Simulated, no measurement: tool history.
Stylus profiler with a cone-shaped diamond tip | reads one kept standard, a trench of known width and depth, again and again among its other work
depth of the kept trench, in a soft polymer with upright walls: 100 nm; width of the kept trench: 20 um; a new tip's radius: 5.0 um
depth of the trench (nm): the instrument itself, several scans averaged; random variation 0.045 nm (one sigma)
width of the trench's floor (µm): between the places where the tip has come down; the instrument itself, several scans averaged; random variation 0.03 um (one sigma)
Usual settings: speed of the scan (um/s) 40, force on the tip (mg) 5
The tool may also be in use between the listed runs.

run    hour  speed of the scan (um/s)  force on the tip (mg)  depth of the trench (nm)  width of the trench's floor (µm)
  1       0                        40                      5                     100.9                             16.83
  2   139.2                        40                      5                    100.84                             16.77
  3     213                       151                      5                    100.86                             16.45
  4   361.8                       151                      5                    100.76                             16.47
  5     435                       151                      5                    100.76                             16.34
  6   580.1                       151                   3.06                    100.48                             16.28
  7   715.2                        40                      5                    100.65                             16.63
  8   824.9                        40                      5                    100.53                             16.59
  9   899.4                        38                      5                    100.57                             16.58
 10   976.8                        21                      5                    100.57                             16.61
 11  1048.8                        40                      5                    100.61                             16.52
 12  1194.4                        33                      5                    100.51                             16.52
 13  1300.2                        33                      5                    100.43                              16.5
 14  1397.5                        33                      5                    100.48                             16.46
 15  1477.3                       126                      5                    100.34                             16.17
 16  1545.4                       126                      5                    100.41                             16.16
 17  1654.6                        98                      5                    100.46                             16.22
 18  1755.9                        35                   4.43                    100.24                             16.33
 19  1855.6                        19                   4.52                    100.23                              16.4
     1931.1  -- new tip fitted, height scale calibrated
 20  1984.2                        76                   3.19                    100.65                             17.68
 21  2050.8                        13                   2.41                    100.54                              17.9
 22  2111.4                        37                   5.05                    100.85                             17.74
 23  2187.3                        37                   5.05                    100.79                             17.73
 24  2271.6                        38                  12.48                    101.51                             17.78
 25  2412.2                        38                  12.48                    101.51                             17.69
 26  2490.4                        16                   5.54                    100.73                             17.69
 27  2582.7                        28                   1.79                    100.24                             17.63
 28  2652.6                        65                   2.09                    100.29                             17.43
 29  2801.5                        37                   7.37                    100.87                             17.57
 30  2942.2                        17                  11.02                    101.18                             17.57
 31  3091.6                        17                  10.19                    101.08                              17.5
 32  3217.1                        17                  10.19                    101.07                             17.43
 33  3317.5                        17                   5.19                    100.47                             17.38

Forecast each of these 3 alternatives for the next run:
  A  3434.5                        62                   5.19                         ?                                 ?
  B  3434.5                        10                   2.77                         ?                                 ?
  C  3434.5                       107                   3.56                         ?                                 ?

run  depth of the trench (nm)  width of the trench's floor (µm)
  A                    100.38                             17.26
  B                    100.17                             17.33
  C                    100.21                             17.04
Without the tool's hidden state the same runs would have given:
run  depth of the trench (nm)  width of the trench's floor (µm)
  A                    100.92                             17.87
  B                    100.71                             17.95
  C                    100.75                             17.66
